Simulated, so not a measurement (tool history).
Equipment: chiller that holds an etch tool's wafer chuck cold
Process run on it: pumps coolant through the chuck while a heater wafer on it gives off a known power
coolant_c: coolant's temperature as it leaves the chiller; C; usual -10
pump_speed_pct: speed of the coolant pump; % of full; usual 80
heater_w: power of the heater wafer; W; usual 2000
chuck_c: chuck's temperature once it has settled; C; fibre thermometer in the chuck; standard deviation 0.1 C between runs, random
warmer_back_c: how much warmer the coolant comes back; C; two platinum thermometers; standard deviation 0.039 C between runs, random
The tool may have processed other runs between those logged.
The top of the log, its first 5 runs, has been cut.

run,hour,coolant_c,pump_speed_pct,heater_w,hours since the coolant was changed and the channels were flushed,hours since the pump was overhauled,hours since the chiller's thermometer was calibrated,chuck_c,warmer_back_c
6,175.4,-10,80,2000,7582,2202,783,14.2,8.58
7,226.6,-10,80,1724,7633,2253,834,10.9,7.27
8,253.7,-13,80,1724,7660,2280,862,7.7,7.31
9,298.1,-13,80,1203,7704,2325,906,1.6,5.09
10,345,-13,80,1203,7751,2372,953,1.4,5.11
11,375.9,-13,80,1203,7782,2402,984,1.6,5.1
12,407.7,-13,80,1203,7814,2434,1016,1.4,5.02
13,445.7,-19,80,1203,7852,2472,1054,-4.6,5.06
14,477.8,-10,80,2000,7884,2504,1086,14.3,8.43
15,524.5,-10,80,2000,7931,2551,1132,14.3,8.48
16,573.8,-10,80,2000,7980,2600,1182,14.1,8.4
17,604.8,-10,80,2000,8011,2631,1213,14.1,8.41
18,652.4,-1,87,1254,8059,2679,1260,13.4,4.92
19,705.5,-20,81,1254,8112,2732,1313,-4.8,5.27
20,758.8,-20,81,1254,8165,2785,1367,-5.2,5.24
21,791.4,-3,88,1254,8197,2818,1399,11.2,4.84
22,836.3,-3,88,1254,8242,2863,1444,11.3,4.85
23,892,-4,80,2436,8298,2919,1500,25.4,10.33
24,955.5,-4,80,2436,8362,2982,1563,25.3,10.27

Expected results for the next run?
25,1014.6,-10,80,2436,8421,3041,1622,?,?

chuck_c: 19.4 C
warmer_back_c: 10.32 C
On a tool with no hidden condition, and with the same random variation, this run would have come out at chuck_c 19.4 C, warmer_back_c 10.31 C.

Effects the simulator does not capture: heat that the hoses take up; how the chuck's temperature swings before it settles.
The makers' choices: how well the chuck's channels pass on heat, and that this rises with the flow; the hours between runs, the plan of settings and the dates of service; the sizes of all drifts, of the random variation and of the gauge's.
